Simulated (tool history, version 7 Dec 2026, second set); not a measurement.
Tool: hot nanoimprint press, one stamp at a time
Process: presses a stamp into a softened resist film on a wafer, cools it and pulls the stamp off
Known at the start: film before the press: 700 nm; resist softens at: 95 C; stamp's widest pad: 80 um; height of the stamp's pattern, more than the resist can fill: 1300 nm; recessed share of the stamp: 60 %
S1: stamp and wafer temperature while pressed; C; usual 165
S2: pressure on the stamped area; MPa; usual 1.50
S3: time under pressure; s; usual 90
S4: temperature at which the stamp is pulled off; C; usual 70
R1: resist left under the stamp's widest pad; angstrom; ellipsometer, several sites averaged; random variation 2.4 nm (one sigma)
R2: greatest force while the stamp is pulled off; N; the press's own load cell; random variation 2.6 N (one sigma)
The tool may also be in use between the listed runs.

run	hour	S1	S2	S3	S4	R1	R2
1	0.0	165	1.50	90	70	3979	124
2	39.5	165	1.50	90	70	4030	133
3	71.2	165	1.50	90	70	3942	144
4	102.5	165	1.50	90	70	3994	149
# hour 128.8: stamp cleaned and given a new release coat
5	140.6	165	1.50	90	70	4002	126
6	193.7	165	1.50	90	70	4026	134
7	241.3	165	1.50	90	70	4009	149
# hour 257.9: stamp cleaned and given a new release coat
8	313.3	165	1.50	90	70	4026	134
# hour 322.9: plate thermocouple calibrated
# hour 387.8: press's hydraulic seals changed and the load cell set to zero
# hour 396.9: stamp cleaned and given a new release coat
9	397.8	165	1.50	60	70	4573	128
10	468.9	165	1.50	90	70	4053	139
# hour 514.8: plate thermocouple calibrated, once more
11	514.8	165	1.50	90	70	3818	151
# hour 528.8: stamp cleaned and given a new release coat
12	569.9	165	1.50	90	70	3868	133
13	615.9	165	1.50	90	70	3833	142
# hour 656.3: stamp cleaned and given a new release coat
14	670.8	165	1.50	90	75	3855	109
15	732.1	165	1.46	90	70	3902	139
# hour 785.6: stamp cleaned and given a new release coat
16	785.6	153	1.09	139	55	5159	164
17	819.4	172	1.09	139	55	3130	166
18	868.6	172	1.09	139	55	3117	194
19	902.3	172	1.09	139	55	3126	195
# hour 913.2: stamp cleaned and given a new release coat
20	946.7	169	1.09	139	67	3447	137
21	1004.8	169	1.09	139	67	3408	158
# hour 1040.9: stamp cleaned and given a new release coat
22	1067.9	165	1.01	90	70	4568	135
23	1109.1	153	1.26	141	64	5010	162
24	1143.7	166	1.15	141	64	3683	166
# hour 1168.3: stamp cleaned and given a new release coat
25	1196.7	168	1.60	165	68	2887	137
26	1263.3	165	1.50	99	67	3910	153
# hour 1296.3: stamp cleaned and given a new release coat
27	1318.0	165	1.44	90	56	4071	168
28	1350.1	173	1.60	46	76	4017	121

Some steps in R1 between neighbouring runs. How much of each would the tool show without its hidden state too (settings, what came in, random variation), and how much is left for the hidden state, with any gauge scatter that isn't in both results?
The hidden state here: true temperature over the reading, C; pressure that arrives at the usual setting, %; grip of the stamp's worn release coat, % over a new coat's; drift of the gauge itself on residual_nm, %; drift of the gauge itself on pull_off_n, %.
Run 10 -> 11: plate thermocouple calibrated, once more. R1 -235 angstrom: hidden state -221, all else -14.
Run 16 -> 17: S1 153 -> 172. R1 -2029 angstrom: hidden state -4, all else -2025.
Run 23 -> 24: S1 153 -> 166, S2 1.26 -> 1.15. R1 -1327 angstrom: hidden state -10, all else -1317.
Run 25 -> 26: S1 168 -> 165, S2 1.60 -> 1.50, S3 165 -> 99, S4 68 -> 67. R1 +1023 angstrom: hidden state +40, all else +983.
